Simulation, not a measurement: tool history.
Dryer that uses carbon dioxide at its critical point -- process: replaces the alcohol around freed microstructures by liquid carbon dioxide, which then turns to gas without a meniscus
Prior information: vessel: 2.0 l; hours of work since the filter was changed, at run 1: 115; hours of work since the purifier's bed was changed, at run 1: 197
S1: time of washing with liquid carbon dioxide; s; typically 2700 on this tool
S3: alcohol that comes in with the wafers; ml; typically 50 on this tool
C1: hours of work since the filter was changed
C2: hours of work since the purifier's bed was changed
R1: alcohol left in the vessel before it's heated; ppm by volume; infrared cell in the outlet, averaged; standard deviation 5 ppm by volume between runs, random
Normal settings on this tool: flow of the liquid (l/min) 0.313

{"run": 1, "hour": 0.0, "S1": 2700, "flow of the liquid (l/min)": 0.313, "S3": 50, "C1": 115, "C2": 197, "R1": 54}
{"run": 2, "hour": 53.9, "S1": 2700, "flow of the liquid (l/min)": 0.313, "S3": 50, "C1": 136, "C2": 218, "R1": 66}
{"run": 3, "hour": 87.0, "S1": 2700, "flow of the liquid (l/min)": 0.313, "S3": 50, "C1": 150, "C2": 231, "R1": 69}
{"run": 4, "hour": 152.7, "S1": 2700, "flow of the liquid (l/min)": 0.313, "S3": 50, "C1": 176, "C2": 257, "R1": 66}
{"run": 5, "hour": 200.5, "S1": 2700, "flow of the liquid (l/min)": 0.313, "S3": 50, "C1": 194, "C2": 276, "R1": 83}
{"run": 6, "hour": 246.4, "S1": 2700, "flow of the liquid (l/min)": 0.313, "S3": 50, "C1": 213, "C2": 294, "R1": 72}
{"run": 7, "hour": 307.8, "S1": 2700, "flow of the liquid (l/min)": 0.313, "S3": 50, "C1": 237, "C2": 318, "R1": 71}
{"run": 8, "hour": 361.0, "S1": 2700, "flow of the liquid (l/min)": 0.313, "S3": 50, "C1": 258, "C2": 339, "R1": 79}
{"run": 9, "hour": 396.8, "S1": 2700, "flow of the liquid (l/min)": 0.313, "S3": 50, "C1": 272, "C2": 353, "R1": 91}
{"run": 10, "hour": 437.9, "S1": 2700, "flow of the liquid (l/min)": 0.313, "S3": 50, "C1": 288, "C2": 370, "R1": 89}
{"run": 11, "hour": 475.8, "S1": 2700, "flow of the liquid (l/min)": 0.313, "S3": 28, "C1": 303, "C2": 385, "R1": 64}
{"run": 12, "hour": 518.8, "S1": 2700, "flow of the liquid (l/min)": 0.313, "S3": 28, "C1": 320, "C2": 401, "R1": 53}
{"run": 13, "hour": 549.3, "S1": 2700, "flow of the liquid (l/min)": 0.313, "S3": 50, "C1": 332, "C2": 414, "R1": 89}
{"run": 14, "hour": 582.1, "S1": 2700, "flow of the liquid (l/min)": 0.313, "S3": 50, "C1": 345, "C2": 427, "R1": 108}
{"run": 15, "hour": 642.5, "S1": 2700, "flow of the liquid (l/min)": 0.313, "S3": 50, "C1": 369, "C2": 450, "R1": 99}
{"run": 16, "hour": 673.5, "S1": 2280, "flow of the liquid (l/min)": 0.313, "S3": 50, "C1": 381, "C2": 463, "R1": 230}
{"run": 17, "hour": 714.5, "S1": 2280, "flow of the liquid (l/min)": 0.313, "S3": 50, "C1": 397, "C2": 479, "R1": 238}
{"run": 18, "hour": 774.1, "S1": 2280, "flow of the liquid (l/min)": 0.313, "S3": 50, "C1": 421, "C2": 502, "R1": 252}
{"run": 19, "hour": 837.5, "S1": 2280, "flow of the liquid (l/min)": 0.313, "S3": 50, "C1": 446, "C2": 527, "R1": 253}
{"hour": 864.1, "done": "inlet filter changed"}
{"run": 20, "hour": 900.9, "S1": 2340, "flow of the liquid (l/min)": 0.33, "S3": 50, "C1": 15, "C2": 552, "R1": 97}
{"run": 21, "hour": 962.9, "S1": 2700, "flow of the liquid (l/min)": 0.28, "S3": 50, "C1": 39, "C2": 577, "R1": 103}
{"run": 22, "hour": 990.4, "S1": 2700, "flow of the liquid (l/min)": 0.28, "S3": 50, "C1": 50, "C2": 587, "R1": 101}

Predict the results of run 23:
{"run": 23, "hour": 1039.5, "S1": 2820, "flow of the liquid (l/min)": 0.313, "S3": 75, "C1": 69, "C2": 607, "R1": "?"}

R1: 74 ppm by volume
Minus the tool's unlogged condition, the same run would have read R1 45 ppm by volume.
